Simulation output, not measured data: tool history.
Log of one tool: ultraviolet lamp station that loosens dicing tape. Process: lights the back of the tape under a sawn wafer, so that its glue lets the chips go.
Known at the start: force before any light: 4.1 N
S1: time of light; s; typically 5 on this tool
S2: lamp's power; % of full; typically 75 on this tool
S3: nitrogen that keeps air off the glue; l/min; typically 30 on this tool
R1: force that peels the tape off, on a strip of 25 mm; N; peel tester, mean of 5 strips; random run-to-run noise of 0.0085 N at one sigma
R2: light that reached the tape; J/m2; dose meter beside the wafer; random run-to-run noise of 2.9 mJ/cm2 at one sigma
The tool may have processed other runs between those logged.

run,hour,S1,S2,S3,R1,R2
1,0.0,5,75,30,0.454,3640
2,7.6,5,75,30,0.450,3550
3,16.3,5,75,30,0.461,3580
4,27.0,5,75,30,0.442,3540
5,32.7,5,75,30,0.452,3540
6,37.6,5,75,30,0.444,3580
7,46.1,5,75,42,0.377,3600
8,54.1,5,75,42,0.377,3560
9,60.6,5,75,18,0.676,3530
10,67.8,5,75,18,0.685,3530
11,78.2,5,75,18,0.675,3550
12,89.3,5,75,30,0.462,3540
13,97.7,5,75,30,0.483,3510
14,107.4,5,75,19,0.666,3490
15,113.2,5,75,19,0.640,3490
16,121.5,3,75,30,1.069,2100
17,126.4,3,75,30,1.030,2100
18,131.1,5,75,30,0.480,3480
19,137.0,5,75,30,0.481,3480
20,143.0,5,75,30,0.491,3430
# hour 149.4: window cleaned of glue's vapour
21,149.8,5,75,30,0.541,3310
22,157.0,5,75,30,0.553,3250
23,162.5,3,89,10,1.525,2300
24,170.8,3,61,11,1.996,1590
25,179.5,3,75,52,0.855,1970
# hour 182.1: window cleaned of glue's vapour, once more
26,188.8,7,68,30,0.249,4990
27,194.2,7,68,30,0.277,4960
28,201.0,2,68,26,1.631,1430
29,209.8,2,68,26,1.640,1420
30,216.0,5,78,11,0.741,4080
31,226.0,6,66,33,0.342,4120
32,231.2,2,94,11,1.734,1960
33,237.2,2,94,11,1.732,1950
34,242.7,2,94,11,1.727,1940
35,253.0,4,72,27,0.656,2980
36,257.6,3,99,19,0.790,3050
37,264.5,5,86,30,0.306,4390
38,271.8,5,94,52,0.219,4840
39,281.7,5,90,13,0.545,4630
40,291.2,5,90,13,0.548,4600
41,300.9,5,90,13,0.539,4580
42,308.8,5,90,13,0.562,4560
43,315.6,5,84,36,0.318,4280
44,323.4,5,84,36,0.312,4280

Here are 3 independent what-if runs from the current tool condition. What would each one return?
A,332.7,4,96,10,?,?
B,332.7,5,87,27,?,?
C,332.7,5,70,10,?,?

run,R1,R2
A,0.847,3910
B,0.348,4380
C,0.973,3510
What these runs would have given with no unlogged condition in the tool:
run,R1,R2
A,0.723,4360
B,0.294,4880
C,0.837,3920
